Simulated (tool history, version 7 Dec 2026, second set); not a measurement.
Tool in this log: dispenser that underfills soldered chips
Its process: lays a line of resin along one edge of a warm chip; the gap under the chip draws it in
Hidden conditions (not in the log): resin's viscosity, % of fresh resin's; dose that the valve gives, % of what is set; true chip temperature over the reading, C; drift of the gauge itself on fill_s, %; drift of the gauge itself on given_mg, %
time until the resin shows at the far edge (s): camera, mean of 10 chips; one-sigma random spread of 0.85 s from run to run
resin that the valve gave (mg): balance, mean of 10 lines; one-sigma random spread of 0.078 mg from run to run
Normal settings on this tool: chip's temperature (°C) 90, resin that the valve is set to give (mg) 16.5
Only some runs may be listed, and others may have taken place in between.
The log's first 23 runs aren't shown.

| run | day | chip's temperature (°C) | resin that the valve is set to give (mg) | hours of work since the syringe was changed | hours of work since the valve was cleaned | hours of work since the stage was calibrated | time until the resin shows at the far edge (s) | resin that the valve gave (mg) |
|---|---|---|---|---|---|---|---|---|
|  | 3.521 | new syringe of resin |
| 24 | 3.588 | 103 | 16.3 | 1 | 60 | 108 | 48.8 | 15.39 |
| 25 | 3.683 | 84 | 21.3 | 3 | 61 | 109 | 122.9 | 20.06 |
| 26 | 3.8 | 84 | 21.3 | 4 | 63 | 111 | 140.4 | 19.94 |
| 27 | 3.938 | 84 | 21.3 | 6 | 65 | 113 | 158.7 | 19.9 |
|  | 4.083 | new syringe of resin |
| 28 | 4.104 | 84 | 21.3 | 0 | 67 | 116 | 107.8 | 19.99 |
| 29 | 4.262 | 84 | 21.3 | 3 | 70 | 118 | 126.6 | 19.67 |
| 30 | 4.4 | 84 | 21.3 | 5 | 72 | 120 | 150.1 | 19.67 |
| 31 | 4.529 | 95 | 15.7 | 7 | 74 | 122 | 109.8 | 14.67 |
|  | 4.646 | new syringe of resin |
| 32 | 4.646 | 95 | 15.7 | 0 | 75 | 124 | 67.1 | 14.51 |
| 33 | 4.783 | 88 | 15.7 | 2 | 78 | 126 | 103.8 | 14.46 |
| 34 | 4.988 | 90 | 14.8 | 5 | 81 | 129 | 120.7 | 13.66 |
| 35 | 5.167 | 90 | 14.8 | 8 | 83 | 132 | 149.1 | 13.66 |
|  | 5.212 | new syringe of resin |
| 36 | 5.296 | 79 | 14.5 | 1 | 85 | 134 | 167 | 13.26 |

Here are 3 independent what-if runs from the current tool condition. What would each one return?
| A | 5.421 | 97 | 14.3 | 3 | 87 | 135 | ? | ? |
| B | 5.421 | 85 | 17 | 3 | 87 | 135 | ? | ? |
| C | 5.421 | 103 | 14.2 | 3 | 87 | 135 | ? | ? |

| run | time until the resin shows at the far edge (s) | resin that the valve gave (mg) |
|---|---|---|
| A | 82.5 | 13.05 |
| B | 131.3 | 15.53 |
| C | 63.7 | 12.86 |
Without the tool's hidden state the same runs would have given:
| run | time until the resin shows at the far edge (s) | resin that the valve gave (mg) |
|---|---|---|
| A | 60.5 | 14.28 |
| B | 98.1 | 16.99 |
| C | 46.6 | 14.07 |
